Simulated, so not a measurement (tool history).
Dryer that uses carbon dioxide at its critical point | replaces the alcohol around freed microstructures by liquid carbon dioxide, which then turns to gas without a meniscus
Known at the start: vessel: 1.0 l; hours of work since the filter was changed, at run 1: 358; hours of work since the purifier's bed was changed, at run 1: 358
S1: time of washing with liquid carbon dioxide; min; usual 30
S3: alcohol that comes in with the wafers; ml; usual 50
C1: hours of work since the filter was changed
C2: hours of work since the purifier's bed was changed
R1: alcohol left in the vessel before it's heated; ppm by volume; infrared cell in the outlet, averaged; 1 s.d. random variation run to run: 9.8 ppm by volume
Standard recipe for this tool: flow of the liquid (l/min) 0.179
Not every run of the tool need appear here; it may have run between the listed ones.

{"run": 1, "hour": 0.0, "S1": 30, "flow of the liquid (l/min)": 0.179, "S3": 50, "C1": 358, "C2": 358, "R1": 843}
{"hour": 18.5, "done": "inlet filter changed"}
{"run": 2, "hour": 21.1, "S1": 30, "flow of the liquid (l/min)": 0.179, "S3": 50, "C1": 1, "C2": 366, "R1": 653}
{"run": 3, "hour": 43.9, "S1": 30, "flow of the liquid (l/min)": 0.179, "S3": 50, "C1": 11, "C2": 376, "R1": 653}
{"run": 4, "hour": 55.3, "S1": 30, "flow of the liquid (l/min)": 0.179, "S3": 50, "C1": 16, "C2": 381, "R1": 647}
{"run": 5, "hour": 77.5, "S1": 30, "flow of the liquid (l/min)": 0.179, "S3": 50, "C1": 26, "C2": 391, "R1": 645}
{"run": 6, "hour": 99.6, "S1": 30, "flow of the liquid (l/min)": 0.179, "S3": 50, "C1": 35, "C2": 401, "R1": 653}
{"run": 7, "hour": 122.6, "S1": 30, "flow of the liquid (l/min)": 0.179, "S3": 50, "C1": 45, "C2": 411, "R1": 677}
{"run": 8, "hour": 139.0, "S1": 30, "flow of the liquid (l/min)": 0.179, "S3": 50, "C1": 52, "C2": 418, "R1": 685}
{"run": 9, "hour": 161.5, "S1": 30, "flow of the liquid (l/min)": 0.129, "S3": 50, "C1": 62, "C2": 428, "R1": 2038}
{"run": 10, "hour": 181.8, "S1": 30, "flow of the liquid (l/min)": 0.129, "S3": 50, "C1": 71, "C2": 436, "R1": 2099}
{"run": 11, "hour": 194.9, "S1": 30, "flow of the liquid (l/min)": 0.129, "S3": 50, "C1": 77, "C2": 442, "R1": 2107}
{"run": 12, "hour": 214.8, "S1": 30, "flow of the liquid (l/min)": 0.179, "S3": 50, "C1": 85, "C2": 451, "R1": 705}
{"run": 13, "hour": 232.5, "S1": 30, "flow of the liquid (l/min)": 0.179, "S3": 50, "C1": 93, "C2": 458, "R1": 706}
{"run": 14, "hour": 250.9, "S1": 30, "flow of the liquid (l/min)": 0.179, "S3": 50, "C1": 101, "C2": 466, "R1": 721}
{"run": 15, "hour": 274.0, "S1": 30, "flow of the liquid (l/min)": 0.179, "S3": 76, "C1": 111, "C2": 477, "R1": 1041}
{"run": 16, "hour": 293.6, "S1": 30, "flow of the liquid (l/min)": 0.179, "S3": 76, "C1": 120, "C2": 485, "R1": 1051}
{"run": 17, "hour": 309.9, "S1": 30, "flow of the liquid (l/min)": 0.179, "S3": 76, "C1": 127, "C2": 492, "R1": 1060}
{"run": 18, "hour": 328.0, "S1": 30, "flow of the liquid (l/min)": 0.283, "S3": 50, "C1": 135, "C2": 500, "R1": 129}
{"run": 19, "hour": 345.4, "S1": 30, "flow of the liquid (l/min)": 0.179, "S3": 50, "C1": 142, "C2": 508, "R1": 729}
{"run": 20, "hour": 368.0, "S1": 30, "flow of the liquid (l/min)": 0.179, "S3": 50, "C1": 152, "C2": 517, "R1": 738}
{"run": 21, "hour": 383.5, "S1": 21, "flow of the liquid (l/min)": 0.179, "S3": 50, "C1": 159, "C2": 524, "R1": 2538}
{"run": 22, "hour": 396.9, "S1": 30, "flow of the liquid (l/min)": 0.179, "S3": 26, "C1": 165, "C2": 530, "R1": 425}

Estimate the outcome of run 23 from the log above:
{"run": 23, "hour": 418.4, "S1": 30, "flow of the liquid (l/min)": 0.12, "S3": 50, "C1": 174, "C2": 539, "R1": "?"}

R1: 2816 ppm by volume
Without the tool's hidden state the same run would have given R1 2382 ppm by volume.
